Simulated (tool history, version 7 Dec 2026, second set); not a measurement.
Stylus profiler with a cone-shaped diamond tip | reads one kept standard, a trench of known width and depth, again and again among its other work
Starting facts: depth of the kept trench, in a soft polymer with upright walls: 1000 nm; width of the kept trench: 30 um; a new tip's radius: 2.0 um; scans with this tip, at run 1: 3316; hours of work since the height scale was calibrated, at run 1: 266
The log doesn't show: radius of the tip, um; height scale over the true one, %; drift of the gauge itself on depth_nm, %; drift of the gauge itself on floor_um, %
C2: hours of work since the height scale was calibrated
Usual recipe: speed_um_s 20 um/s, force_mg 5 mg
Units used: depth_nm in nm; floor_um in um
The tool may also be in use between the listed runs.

{"run": 1, "hour": 0.0, "speed_um_s": 20, "force_mg": 5, "scans with this tip": 3316, "C2": 266, "depth_nm": 1020.49, "floor_um": 26.48}
{"run": 2, "hour": 36.0, "speed_um_s": 20, "force_mg": 5, "scans with this tip": 3498, "C2": 281, "depth_nm": 1020.58, "floor_um": 26.44}
{"run": 3, "hour": 52.0, "speed_um_s": 20, "force_mg": 5, "scans with this tip": 3579, "C2": 287, "depth_nm": 1020.51, "floor_um": 26.46}
{"run": 4, "hour": 87.5, "speed_um_s": 48, "force_mg": 5, "scans with this tip": 3760, "C2": 302, "depth_nm": 1020.49, "floor_um": 26.4}
{"run": 5, "hour": 113.1, "speed_um_s": 48, "force_mg": 5, "scans with this tip": 3890, "C2": 312, "depth_nm": 1020.32, "floor_um": 26.35}
{"run": 6, "hour": 139.3, "speed_um_s": 48, "force_mg": 5, "scans with this tip": 4023, "C2": 323, "depth_nm": 1020.56, "floor_um": 26.4}
{"run": 7, "hour": 162.1, "speed_um_s": 20, "force_mg": 1.95, "scans with this tip": 4139, "C2": 332, "depth_nm": 1010.62, "floor_um": 26.43}
{"run": 8, "hour": 190.7, "speed_um_s": 7, "force_mg": 5, "scans with this tip": 4284, "C2": 344, "depth_nm": 1020.31, "floor_um": 26.51}
{"run": 9, "hour": 226.6, "speed_um_s": 54, "force_mg": 5, "scans with this tip": 4466, "C2": 358, "depth_nm": 1020.37, "floor_um": 26.35}
{"run": 10, "hour": 245.1, "speed_um_s": 9, "force_mg": 5, "scans with this tip": 4560, "C2": 366, "depth_nm": 1020.17, "floor_um": 26.52}
{"run": 11, "hour": 270.0, "speed_um_s": 9, "force_mg": 5, "scans with this tip": 4686, "C2": 376, "depth_nm": 1020.05, "floor_um": 26.51}
{"run": 12, "hour": 285.8, "speed_um_s": 9, "force_mg": 5, "scans with this tip": 4767, "C2": 383, "depth_nm": 1020.54, "floor_um": 26.5}
{"run": 13, "hour": 303.1, "speed_um_s": 9, "force_mg": 5, "scans with this tip": 4855, "C2": 390, "depth_nm": 1020.56, "floor_um": 26.54}
{"run": 14, "hour": 323.3, "speed_um_s": 43, "force_mg": 5, "scans with this tip": 4957, "C2": 398, "depth_nm": 1020.92, "floor_um": 26.43}
{"run": 15, "hour": 349.5, "speed_um_s": 20, "force_mg": 13.02, "scans with this tip": 5090, "C2": 409, "depth_nm": 1038.4, "floor_um": 26.49}
{"run": 16, "hour": 378.6, "speed_um_s": 20, "force_mg": 13.02, "scans with this tip": 5238, "C2": 420, "depth_nm": 1039.07, "floor_um": 26.47}
{"run": 17, "hour": 416.0, "speed_um_s": 20, "force_mg": 13.02, "scans with this tip": 5428, "C2": 436, "depth_nm": 1038.83, "floor_um": 26.5}
{"run": 18, "hour": 432.3, "speed_um_s": 20, "force_mg": 13.02, "scans with this tip": 5510, "C2": 442, "depth_nm": 1038.56, "floor_um": 26.46}
{"run": 19, "hour": 457.1, "speed_um_s": 20, "force_mg": 5, "scans with this tip": 5637, "C2": 452, "depth_nm": 1020.19, "floor_um": 26.46}
{"run": 20, "hour": 489.4, "speed_um_s": 6, "force_mg": 5, "scans with this tip": 5800, "C2": 466, "depth_nm": 1020.6, "floor_um": 26.58}
{"run": 21, "hour": 509.7, "speed_um_s": 6, "force_mg": 5, "scans with this tip": 5904, "C2": 474, "depth_nm": 1020.35, "floor_um": 26.49}
{"run": 22, "hour": 543.0, "speed_um_s": 6, "force_mg": 5, "scans with this tip": 6073, "C2": 487, "depth_nm": 1020.38, "floor_um": 26.5}
{"run": 23, "hour": 573.8, "speed_um_s": 6, "force_mg": 5, "scans with this tip": 6229, "C2": 500, "depth_nm": 1020.4, "floor_um": 26.49}
{"run": 24, "hour": 599.1, "speed_um_s": 19, "force_mg": 5.06, "scans with this tip": 6357, "C2": 510, "depth_nm": 1020.53, "floor_um": 26.43}
{"run": 25, "hour": 628.7, "speed_um_s": 19, "force_mg": 5.06, "scans with this tip": 6508, "C2": 522, "depth_nm": 1020.43, "floor_um": 26.51}
{"run": 26, "hour": 658.6, "speed_um_s": 40, "force_mg": 8.11, "scans with this tip": 6660, "C2": 534, "depth_nm": 1028.49, "floor_um": 26.41}
{"run": 27, "hour": 684.3, "speed_um_s": 30, "force_mg": 13.17, "scans with this tip": 6790, "C2": 545, "depth_nm": 1039.14, "floor_um": 26.44}
{"run": 28, "hour": 706.5, "speed_um_s": 30, "force_mg": 13.17, "scans with this tip": 6903, "C2": 554, "depth_nm": 1039.52, "floor_um": 26.42}

Predict the results of run 29:
{"run": 29, "hour": 728.5, "speed_um_s": 80, "force_mg": 5.81, "scans with this tip": 7015, "C2": 563, "depth_nm": "?", "floor_um": "?"}

{"run 29": {"depth_nm": 1022.69, "floor_um": 26.3}}
If the tool had no hidden condition, the same run with the same run-to-run variation would have returned depth_nm 1022.69 nm, floor_um 26.3 um.
